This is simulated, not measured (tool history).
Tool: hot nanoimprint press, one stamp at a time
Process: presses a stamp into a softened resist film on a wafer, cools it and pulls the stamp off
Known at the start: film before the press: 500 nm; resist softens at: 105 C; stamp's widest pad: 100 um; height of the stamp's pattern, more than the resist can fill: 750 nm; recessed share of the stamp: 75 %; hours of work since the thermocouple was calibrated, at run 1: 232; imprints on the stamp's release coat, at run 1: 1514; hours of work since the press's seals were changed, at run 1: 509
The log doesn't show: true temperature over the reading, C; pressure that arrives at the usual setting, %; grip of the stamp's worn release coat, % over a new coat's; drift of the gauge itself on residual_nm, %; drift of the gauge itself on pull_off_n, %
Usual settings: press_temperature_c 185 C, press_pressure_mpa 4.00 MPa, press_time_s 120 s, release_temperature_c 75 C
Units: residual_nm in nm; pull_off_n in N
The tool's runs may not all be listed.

run,hour,press_temperature_c,press_pressure_mpa,press_time_s,release_temperature_c,hours of work since the thermocouple was calibrated,imprints on the stamp's release coat,hours of work since the press's seals were changed,residual_nm,pull_off_n
1,0.0,185,4.00,120,75,232,1514,509,225.4,152
2,20.2,185,4.00,120,75,245,1577,522,226.9,162
3,64.7,185,4.00,120,75,276,1714,553,225.7,157
4,90.8,185,4.00,120,75,293,1795,570,225.8,161
5,128.2,185,4.00,120,75,319,1910,596,227.6,162
6,163.9,185,4.00,120,75,343,2021,620,227.1,157
7,186.1,185,4.00,120,75,358,2089,635,227.7,160
# hour 194.9: stamp cleaned and given a new release coat
8,235.8,189,4.00,120,75,388,126,665,191.2,155
9,267.0,185,4.00,120,75,409,223,686,226.9,154
10,289.1,185,4.00,120,75,424,291,701,225.8,152
11,335.2,185,4.00,120,75,456,434,732,228.2,157
12,364.0,181,4.00,120,75,475,523,752,269.4,155
# hour 394.4: plate thermocouple calibrated
13,403.6,185,2.58,120,75,6,636,777,283.4,161
14,432.1,185,3.61,120,75,26,724,796,238.5,156
15,455.9,189,4.35,66,61,42,797,812,226.3,196
16,486.2,189,2.48,88,62,62,891,833,270.5,188
17,525.2,189,2.48,88,62,89,1011,860,273.5,192
18,566.2,189,2.48,88,62,117,1138,887,273.2,192
19,586.3,189,2.48,88,62,130,1200,901,274.9,196
20,621.1,184,5.25,60,70,154,1308,925,256.3,173
21,663.2,185,3.62,120,75,183,1438,953,241.9,159
22,685.5,194,3.36,120,75,198,1507,969,170.3,157
23,718.0,185,4.35,114,78,220,1607,991,222.2,144
24,747.3,185,4.35,114,78,240,1698,1011,217.6,149
25,779.0,185,4.77,120,76,262,1796,1032,206.0,159
26,822.7,185,4.00,120,82,291,1931,1062,226.0,140
27,869.6,186,4.00,64,68,323,2075,1094,265.9,175
# hour 883.5: stamp cleaned and given a new release coat
28,910.7,184,3.87,88,62,347,84,1118,264.1,195

5 ways to go on from here, each from the tool as it stands after run 28. What would each give?
A,938.2,185,2.54,120,72,366,169,1136,?,?
B,938.2,184,3.87,179,62,366,169,1136,?,?
C,938.2,193,3.87,72,62,366,169,1136,?,?
D,938.2,174,4.00,106,75,366,169,1136,?,?
E,938.2,185,3.46,63,75,366,169,1136,?,?

run,residual_nm,pull_off_n
A,286.6,163
B,209.6,193
C,197.9,194
D,360.5,163
E,296.2,151
Without the tool's hidden state the same runs would have given:
run,residual_nm,pull_off_n
A,286.2,163
B,209.1,192
C,197.5,194
D,359.9,162
E,295.7,151
